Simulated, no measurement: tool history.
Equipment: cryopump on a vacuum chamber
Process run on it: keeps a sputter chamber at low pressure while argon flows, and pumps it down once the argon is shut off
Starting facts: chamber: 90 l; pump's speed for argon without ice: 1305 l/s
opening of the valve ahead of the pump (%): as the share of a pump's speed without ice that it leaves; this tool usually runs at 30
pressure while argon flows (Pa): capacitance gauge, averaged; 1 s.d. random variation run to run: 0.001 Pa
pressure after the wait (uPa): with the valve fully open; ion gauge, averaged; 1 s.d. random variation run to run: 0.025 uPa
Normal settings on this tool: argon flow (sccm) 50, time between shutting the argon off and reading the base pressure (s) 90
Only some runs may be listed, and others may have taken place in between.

run     day  argon flow (sccm)  time between shutting the argon off and reading the base pressure (s)  opening of the valve ahead of the pump (%)  pressure while argon flows (Pa)  pressure after the wait (uPa)
  1   0.000                 50                                                                     90                                          30                           0.2260                           3.92
  2   0.725                 50                                                                     90                                          30                           0.2282                           3.97
  3   1.458                 50                                                                     90                                          30                           0.2262                           3.96
  4   2.183                 50                                                                     90                                          30                           0.2247                           3.85
  5   2.717                 50                                                                     90                                          30                           0.2275                           4.03
  6   3.233                 50                                                                     36                                          30                           0.2273                           5.23
  7   3.925                 50                                                                     36                                          30                           0.2267                           5.20
  8   4.629                 50                                                                     36                                          30                           0.2273                           5.29
  9   5.354                 33                                                                     90                                          30                           0.1509                           4.14
 10   5.704                 33                                                                     90                                          30                           0.1506                           4.12
 11   6.362                 33                                                                    197                                          30                           0.1504                           3.72
 12   6.788                 33                                                                    197                                          30                           0.1513                           3.76
 13   7.408                 33                                                                    197                                          30                           0.1509                           3.60
 14   8.175                 24                                                                     90                                          47                           0.0732                           4.16
 15   8.929                 31                                                                     90                                          22                           0.1907                           4.25
 16   9.679                 31                                                                     90                                          22                           0.1917                           4.30
 17  10.058                 52                                                                     81                                          17                           0.4109                           4.34
 18  10.483                 22                                                                     90                                          27                           0.1111                           4.35
 19  11.229                 22                                                                     90                                          27                           0.1120                           4.40
 20  11.729                 24                                                                     20                                          48                           0.0717                           7.20
 21  12.450                 24                                                                     20                                          48                           0.0721                           7.30
 22  13.033                 89                                                                    101                                          44                           0.2908                           4.34
 23  13.762                 66                                                                    131                                          33                           0.2795                           4.27
     14.404  -- pump warmed up, emptied and cooled again
 24  14.508                 66                                                                    131                                          33                           0.2621                           3.60

For run 25, what comes out?
 25  15.138                 66                                                                    131                                          33                                ?                              ?

{"run 25": {"pressure while argon flows (Pa)": 0.2605, "pressure after the wait (uPa)": 3.54}}
If the tool had no hidden condition, the same run with the same run-to-run variation would have returned pressure while argon flows (Pa) 0.2587, pressure after the wait (uPa) 0.78.
